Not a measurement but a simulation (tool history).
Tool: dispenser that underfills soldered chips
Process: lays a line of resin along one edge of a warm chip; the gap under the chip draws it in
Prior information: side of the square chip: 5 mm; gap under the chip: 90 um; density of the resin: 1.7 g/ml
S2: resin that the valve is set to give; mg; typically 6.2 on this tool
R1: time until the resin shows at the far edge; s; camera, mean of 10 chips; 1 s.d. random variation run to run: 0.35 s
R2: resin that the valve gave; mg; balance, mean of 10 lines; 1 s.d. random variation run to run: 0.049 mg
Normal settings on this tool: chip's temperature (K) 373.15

{"run": 1, "hour": 0.0, "chip's temperature (K)": 373.15, "S2": 6.2, "R1": 23.4, "R2": 6.21}
{"hour": 4.2, "done": "new syringe of resin"}
{"run": 2, "hour": 11.1, "chip's temperature (K)": 373.15, "S2": 6.2, "R1": 23.7, "R2": 6.16}
{"hour": 14.6, "done": "new syringe of resin"}
{"hour": 25.3, "done": "new syringe of resin"}
{"run": 3, "hour": 26.5, "chip's temperature (K)": 373.15, "S2": 6.2, "R1": 17.6, "R2": 6.11}
{"hour": 36.0, "done": "new syringe of resin"}
{"run": 4, "hour": 42.1, "chip's temperature (K)": 386.15, "S2": 6.2, "R1": 13.4, "R2": 6.14}
{"hour": 46.4, "done": "new syringe of resin"}
{"hour": 57.0, "done": "new syringe of resin"}
{"run": 5, "hour": 58.3, "chip's temperature (K)": 386.15, "S2": 6.2, "R1": 10.3, "R2": 6.16}
{"hour": 67.2, "done": "new syringe of resin"}
{"run": 6, "hour": 71.5, "chip's temperature (K)": 386.15, "S2": 6.2, "R1": 11.7, "R2": 6.09}
{"hour": 78.0, "done": "new syringe of resin"}
{"hour": 88.2, "done": "new syringe of resin"}
{"run": 7, "hour": 88.5, "chip's temperature (K)": 373.15, "S2": 8.02, "R1": 16.5, "R2": 7.78}
{"hour": 96.8, "done": "stage's temperature calibrated"}
{"hour": 100.1, "done": "new syringe of resin"}
{"run": 8, "hour": 103.8, "chip's temperature (K)": 380.15, "S2": 6.2, "R1": 16.2, "R2": 5.93}
{"hour": 111.0, "done": "new syringe of resin"}
{"run": 9, "hour": 120.2, "chip's temperature (K)": 380.15, "S2": 6.2, "R1": 22.8, "R2": 5.95}
{"hour": 121.3, "done": "new syringe of resin"}
{"run": 10, "hour": 129.1, "chip's temperature (K)": 380.15, "S2": 6.2, "R1": 20.3, "R2": 6.01}
{"hour": 131.9, "done": "new syringe of resin"}
{"hour": 142.9, "done": "new syringe of resin"}
{"run": 11, "hour": 144.0, "chip's temperature (K)": 380.15, "S2": 6.2, "R1": 14.6, "R2": 5.94}
{"hour": 154.1, "done": "new syringe of resin"}
{"run": 12, "hour": 161.0, "chip's temperature (K)": 380.15, "S2": 6.2, "R1": 19.1, "R2": 5.92}
{"hour": 165.0, "done": "new syringe of resin"}
{"hour": 175.5, "done": "new syringe of resin"}
{"run": 13, "hour": 179.2, "chip's temperature (K)": 380.15, "S2": 6.2, "R1": 16, "R2": 5.86}
{"hour": 185.0, "done": "dispensing valve cleaned and set on the balance"}
{"hour": 187.7, "done": "new syringe of resin"}
{"run": 14, "hour": 188.6, "chip's temperature (K)": 385.15, "S2": 6.2, "R1": 11.2, "R2": 6.15}
{"hour": 198.4, "done": "new syringe of resin"}
{"run": 15, "hour": 199.0, "chip's temperature (K)": 385.15, "S2": 6.2, "R1": 10.5, "R2": 6.2}
{"hour": 209.0, "done": "new syringe of resin"}
{"run": 16, "hour": 211.0, "chip's temperature (K)": 385.15, "S2": 6.2, "R1": 12, "R2": 6.07}
{"hour": 220.0, "done": "new syringe of resin"}
{"run": 17, "hour": 220.9, "chip's temperature (K)": 360.15, "S2": 6.2, "R1": 32.1, "R2": 6.11}
{"hour": 230.8, "done": "new syringe of resin"}
{"run": 18, "hour": 237.7, "chip's temperature (K)": 360.15, "S2": 6.2, "R1": 45.3, "R2": 6.1}
{"hour": 240.9, "done": "new syringe of resin"}
{"hour": 251.2, "done": "new syringe of resin"}
{"run": 19, "hour": 251.2, "chip's temperature (K)": 360.15, "S2": 6.2, "R1": 30.3, "R2": 6.17}
{"hour": 261.7, "done": "new syringe of resin"}
{"run": 20, "hour": 265.2, "chip's temperature (K)": 376.15, "S2": 6.92, "R1": 18.4, "R2": 6.85}
{"hour": 271.8, "done": "new syringe of resin"}
{"run": 21, "hour": 273.2, "chip's temperature (K)": 376.15, "S2": 6.92, "R1": 16.4, "R2": 6.77}
{"hour": 282.5, "done": "new syringe of resin"}
{"run": 22, "hour": 286.6, "chip's temperature (K)": 376.15, "S2": 6.92, "R1": 18.9, "R2": 6.76}
{"hour": 293.2, "done": "new syringe of resin"}
{"run": 23, "hour": 294.6, "chip's temperature (K)": 359.15, "S2": 7.33, "R1": 34.1, "R2": 7.07}
{"run": 24, "hour": 301.7, "chip's temperature (K)": 382.15, "S2": 5.43, "R1": 19.6, "R2": 5.29}
{"hour": 303.6, "done": "new syringe of resin"}
{"run": 25, "hour": 309.5, "chip's temperature (K)": 369.15, "S2": 7.18, "R1": 28.3, "R2": 6.9}
{"hour": 314.5, "done": "new syringe of resin"}
{"hour": 324.6, "done": "new syringe of resin"}
{"run": 26, "hour": 327.5, "chip's temperature (K)": 359.15, "S2": 7.14, "R1": 37.6, "R2": 6.77}
{"hour": 335.5, "done": "new syringe of resin"}
{"run": 27, "hour": 338.8, "chip's temperature (K)": 385.15, "S2": 6.42, "R1": 12.6, "R2": 6.08}
{"hour": 345.8, "done": "new syringe of resin"}
{"run": 28, "hour": 346.8, "chip's temperature (K)": 370.15, "S2": 6.42, "R1": 20.7, "R2": 6.11}
{"hour": 356.5, "done": "new syringe of resin"}
{"run": 29, "hour": 363.8, "chip's temperature (K)": 371.15, "S2": 6.99, "R1": 28.3, "R2": 6.62}
{"hour": 366.8, "done": "new syringe of resin"}
{"run": 30, "hour": 371.2, "chip's temperature (K)": 369.15, "S2": 6.61, "R1": 25.8, "R2": 6.25}
{"hour": 377.7, "done": "new syringe of resin"}
{"hour": 381.7, "done": "dispensing valve cleaned and set on the balance"}
{"run": 31, "hour": 387.2, "chip's temperature (K)": 373.15, "S2": 6.95, "R1": 27.5, "R2": 6.88}
{"hour": 388.9, "done": "new syringe of resin"}
{"run": 32, "hour": 398.5, "chip's temperature (K)": 373.15, "S2": 7.84, "R1": 28.6, "R2": 7.74}
{"hour": 400.3, "done": "new syringe of resin"}
{"hour": 410.8, "done": "new syringe of resin"}
{"run": 33, "hour": 410.8, "chip's temperature (K)": 359.15, "S2": 7.26, "R1": 30.5, "R2": 7.12}

5 options for the next run, each taken on its own from the tool as it stands now. Forecast them:
{"hour": 421.2, "done": "new syringe of resin"}
{"run": "A", "hour": 425.5, "chip's temperature (K)": 360.15, "S2": 7.14, "R1": "?", "R2": "?"}
{"hour": 421.2, "done": "new syringe of resin"}
{"run": "B", "hour": 425.5, "chip's temperature (K)": 359.15, "S2": 7.09, "R1": "?", "R2": "?"}
{"hour": 421.2, "done": "new syringe of resin"}
{"run": "C", "hour": 425.5, "chip's temperature (K)": 378.15, "S2": 7.99, "R1": "?", "R2": "?"}
{"hour": 421.2, "done": "new syringe of resin"}
{"run": "D", "hour": 425.5, "chip's temperature (K)": 369.15, "S2": 6.92, "R1": "?", "R2": "?"}
{"hour": 421.2, "done": "new syringe of resin"}
{"run": "E", "hour": 425.5, "chip's temperature (K)": 373.15, "S2": 5.35, "R1": "?", "R2": "?"}

run=A R1=36.7 R2=7.07
run=B R1=38.8 R2=6.92
run=C R1=17.4 R2=7.92
run=D R1=25.5 R2=6.87
run=E R1=21.7 R2=5.3
Take away the tool's hidden state, keep each run's random variation, and the runs would have read:
run=A R1=30.4 R2=7.16
run=B R1=32.1 R2=7
run=C R1=14.4 R2=8.02
run=D R1=21.1 R2=6.95
run=E R1=17.8 R2=5.36

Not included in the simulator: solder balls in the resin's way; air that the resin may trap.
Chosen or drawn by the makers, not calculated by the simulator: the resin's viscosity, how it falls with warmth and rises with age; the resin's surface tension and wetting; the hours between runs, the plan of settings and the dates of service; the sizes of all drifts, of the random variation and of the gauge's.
